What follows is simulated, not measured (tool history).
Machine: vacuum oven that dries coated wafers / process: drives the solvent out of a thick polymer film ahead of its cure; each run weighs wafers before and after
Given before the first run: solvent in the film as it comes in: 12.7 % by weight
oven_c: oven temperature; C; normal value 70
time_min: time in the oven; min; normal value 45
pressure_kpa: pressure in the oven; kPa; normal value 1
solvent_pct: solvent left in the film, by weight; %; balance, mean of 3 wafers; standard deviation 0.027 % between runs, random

run,day,oven_c,time_min,pressure_kpa,solvent_pct
1,0,70,45,1,1.32
2,0.45,70,45,1,1.29
3,1.492,70,45,1.07,1.28
4,2.446,70,45,1.07,1.29
5,3.446,70,45,1.07,1.31
6,4.421,70,45,1.07,1.26
7,5.242,70,45,1.07,1.32
8,6.208,62,45,1,3.33
9,7.075,70,45,1,1.25
10,7.621,70,45,1,1.24
11,8.696,70,45,1,1.26
12,9.454,70,45,1,1.26
13,9.925,70,45,1,1.24
14,10.371,70,45,1,1.21
15,11.308,58,45,1,4.49
16,11.758,70,45,1,1.23
17,12.529,70,45,1,1.27
18,13.183,70,45,1,1.23
19,13.754,70,45,1,1.3
20,14.538,55,45,1,5.4
21,15.621,70,45,3.14,1.95
22,16.6,70,45,3.14,1.96
23,17.438,70,25,1,2.82
24,18.325,70,45,3.23,1.95
25,19.179,61,67,3.23,3.23
26,20.171,61,67,3.23,3.21
27,20.696,55,51,3.38,6.03
28,21.262,60,74,1,2.15
29,22.225,60,74,1,2.1
30,22.75,66,45,1,2.04
31,23.654,75,45,0.51,0.42
32,24.396,82,72,0.91,0.23

What does the tool deliver on the next run?
33,25.45,81,32,0.83,?

solvent_pct: 0.42 %
On a tool with no hidden condition, and with the same random variation, this run would have come out at solvent_pct 0.55 %.

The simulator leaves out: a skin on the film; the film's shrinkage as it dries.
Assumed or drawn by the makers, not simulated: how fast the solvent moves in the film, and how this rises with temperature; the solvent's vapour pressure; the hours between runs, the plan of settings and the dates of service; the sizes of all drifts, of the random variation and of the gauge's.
